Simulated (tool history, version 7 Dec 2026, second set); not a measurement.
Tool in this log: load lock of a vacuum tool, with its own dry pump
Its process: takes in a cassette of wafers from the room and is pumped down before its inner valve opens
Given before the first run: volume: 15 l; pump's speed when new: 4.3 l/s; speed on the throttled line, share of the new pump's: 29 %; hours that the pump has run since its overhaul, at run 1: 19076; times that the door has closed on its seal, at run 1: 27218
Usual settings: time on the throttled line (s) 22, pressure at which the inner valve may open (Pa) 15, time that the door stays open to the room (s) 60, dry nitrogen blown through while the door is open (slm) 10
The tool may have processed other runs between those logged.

run	hour	time on the throttled line (s)	pressure at which the inner valve may open (Pa)	time that the door stays open to the room (s)	dry nitrogen blown through while the door is open (slm)	hours that the pump has run since its overhaul	times that the door has closed on its seal	incoming humidity of the room's air, %	time from the closed door until the inner valve may open (s)	rise of the pressure with all valves shut (Pa/min)
1	0	22	15	60	10	19076	27218	44.8	51.6	0.126
2	333.8	22	15	60	10	19409	28302	47.1	51.7	0.146
3	591.5	22	15	60	10	19667	29140	48.1	51	0.146
4	845	22	15	60	10	19921	29964	46.9	51.9	0.147
# hour 1228.4: dry pump taken out, an overhauled one fitted
5	1238.4	22	11	60	10	10	31223	44.8	47.4	0.15
6	1689.7	22	11	60	10	461	32690	47.5	47.6	0.161
7	1987.2	22	11	60	16	759	33657	45.6	47.6	0.166
8	2313.1	22	11	60	16	1085	34716	44.1	47.6	0.16
9	2639.4	22	11	60	16	1411	35777	44.9	48.4	0.163
10	2911.9	22	11	60	13	1684	36663	44.3	47.9	0.17
11	3318	22	11	60	13	2090	37983	46.6	49.1	0.183
12	3523.7	22	11	60	13	2295	38651	45.5	48.2	0.181
13	3935.8	22	11	60	13	2707	39990	44	48.3	0.191
14	4194.2	13	15	26	10	2966	40830	41.3	41.1	0.19
15	4491.4	22	18	60	10	3263	41796	44.1	46.9	0.202
16	4966	24	18	61	6	3738	43339	43.5	48.4	0.216
17	5177	32	27	61	8	3949	44025	45.9	52.5	0.222

4 options for the next run, each taken on its own from the tool as it stands now. Forecast them:
A	5487.5	31	11	141	10	4259	45034	42.1	?	?
B	5487.5	42	17	60	27	4259	45034	43.5	?	?
C	5487.5	21	22	61	10	4259	45034	44.9	?	?
D	5487.5	32	27	39	10	4259	45034	43.9	?	?

run	time from the closed door until the inner valve may open (s)	rise of the pressure with all valves shut (Pa/min)
A	55.5	0.234
B	61.2	0.205
C	45.7	0.213
D	52.5	0.21
The same runs, with their run-to-run variation unchanged, on a tool lacking any hidden condition would have given:
run	time from the closed door until the inner valve may open (s)	rise of the pressure with all valves shut (Pa/min)
A	54.7	0.075
B	60.6	0.045
C	44.9	0.054
D	51.9	0.049
